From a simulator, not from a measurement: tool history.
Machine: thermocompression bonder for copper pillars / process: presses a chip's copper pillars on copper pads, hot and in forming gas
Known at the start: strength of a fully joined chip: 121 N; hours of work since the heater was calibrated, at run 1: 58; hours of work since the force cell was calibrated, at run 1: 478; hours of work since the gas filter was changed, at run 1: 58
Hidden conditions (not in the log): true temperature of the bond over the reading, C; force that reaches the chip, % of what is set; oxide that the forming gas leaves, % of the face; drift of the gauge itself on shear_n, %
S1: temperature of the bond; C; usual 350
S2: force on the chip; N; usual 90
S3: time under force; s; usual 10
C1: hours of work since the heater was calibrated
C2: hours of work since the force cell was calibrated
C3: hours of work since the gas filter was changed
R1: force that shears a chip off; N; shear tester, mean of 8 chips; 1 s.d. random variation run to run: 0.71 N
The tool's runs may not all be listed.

run	day	S1	S2	S3	C1	C2	C3	R1
1	0	350	90	10	58	478	58	47.1
2	0.562	350	90	14	68	487	68	52.1
3	1.312	350	90	10	80	500	80	46
4	1.992	350	90	10	91	511	91	45.8
5	2.879	350	90	10	106	525	106	46.7
6	3.771	356	90	10	120	540	120	48.1
7	4.462	356	90	10	132	551	132	48.2
8	5.292	350	90	10	145	565	145	45.3
9	6.188	350	90	10	160	580	160	44.7
10	6.688	350	90	10	168	588	168	44.4
11	7.704	350	90	10	185	604	185	45.2
12	8.512	350	90	10	198	618	198	43.9
13	9.212	350	90	10	209	629	209	44.9
14	10	350	90	10	222	642	222	44.2
15	10.721	350	72	10	234	654	234	34.5
16	11.171	350	90	10	242	661	242	44.8
17	12.033	350	90	10	256	675	256	42.9
18	12.608	350	90	10	265	685	265	43.3
# day 12.758: force cell calibrated
19	13.217	350	90	10	274	7	274	41.9
20	13.821	350	90	10	284	17	284	42.2
21	14.283	350	99	30	292	25	292	66.8
22	15.025	333	71	5	304	37	304	21
23	15.983	333	70	5	320	53	320	19.6
24	16.988	333	70	5	336	69	336	21.1
25	17.533	335	66	5	345	78	345	20.1
# day 18.288: force cell calibrated, once more
26	18.629	341	60	10	362	6	362	28
27	19.154	341	60	10	371	14	371	25.8
28	19.808	341	60	27	381	25	381	41.1
# day 20.067: forming gas filter changed
29	20.279	341	60	27	389	32	3	43
30	21.112	341	60	27	402	46	17	42.9

Run 31 is up next; what results do you expect?
31	22.192	341	60	27	420	64	35	?

R1: 43.4 N
Minus the tool's unlogged condition, the same run would have read R1 47.4 N.

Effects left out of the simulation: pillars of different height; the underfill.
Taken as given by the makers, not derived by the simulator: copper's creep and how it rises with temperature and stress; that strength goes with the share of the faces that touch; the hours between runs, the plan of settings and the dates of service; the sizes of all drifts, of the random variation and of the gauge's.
